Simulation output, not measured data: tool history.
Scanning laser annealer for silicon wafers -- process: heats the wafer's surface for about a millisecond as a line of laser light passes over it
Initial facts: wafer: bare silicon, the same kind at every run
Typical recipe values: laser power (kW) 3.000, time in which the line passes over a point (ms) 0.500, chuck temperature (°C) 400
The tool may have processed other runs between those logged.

run	hour	laser power (kW)	time in which the line passes over a point (ms)	chuck temperature (°C)	highest temperature of the surface (°C)
1	0.0	3.000	0.500	400	1152
2	6.1	3.000	0.500	400	1156
3	11.9	3.000	0.500	400	1153
4	20.6	3.000	0.500	400	1155
5	27.5	3.000	0.427	400	1098
6	35.6	3.000	0.427	400	1094
7	40.0	3.085	0.427	400	1121
8	49.8	3.085	0.427	400	1122
9	57.2	2.897	0.500	400	1121
10	66.7	2.897	0.500	400	1120
11	74.9	3.000	0.500	400	1156
12	85.9	3.000	0.500	400	1152
13	92.8	3.000	0.500	400	1157
14	97.2	3.000	0.500	400	1157
15	103.5	3.000	0.450	400	1114
16	107.5	3.000	0.400	400	1070
17	112.8	3.000	0.400	400	1072
18	117.0	3.000	0.442	400	1108
19	125.9	2.555	0.464	378	963
20	133.1	3.094	0.618	416	1296
21	140.4	3.094	0.618	416	1293
22	149.6	2.718	0.373	401	974
23	159.4	2.718	0.373	401	971
24	168.4	3.077	0.589	401	1251
25	178.1	2.941	0.589	407	1210
26	186.4	3.237	0.417	437	1196
27	195.6	2.750	0.500	376	1047
28	200.0	3.000	0.488	425	1171
29	207.8	3.043	0.442	388	1109
30	212.9	3.043	0.442	388	1108
31	221.9	2.803	0.500	420	1106
32	231.4	2.803	0.500	420	1112
33	237.9	3.000	0.542	402	1187
34	246.9	3.000	0.459	402	1122
35	251.0	3.295	0.365	403	1130

Removed from this log: 1 entry logged between the listed runs. Between which two listed runs does each belong, and how does the tool's hidden state at the listed run before it compare with that at the listed run after it?
After run 11, before run 12: window over the wafer cleaned (hour 78.7)
  light that passes the window, % of a clean one's: 99.96 -> 100

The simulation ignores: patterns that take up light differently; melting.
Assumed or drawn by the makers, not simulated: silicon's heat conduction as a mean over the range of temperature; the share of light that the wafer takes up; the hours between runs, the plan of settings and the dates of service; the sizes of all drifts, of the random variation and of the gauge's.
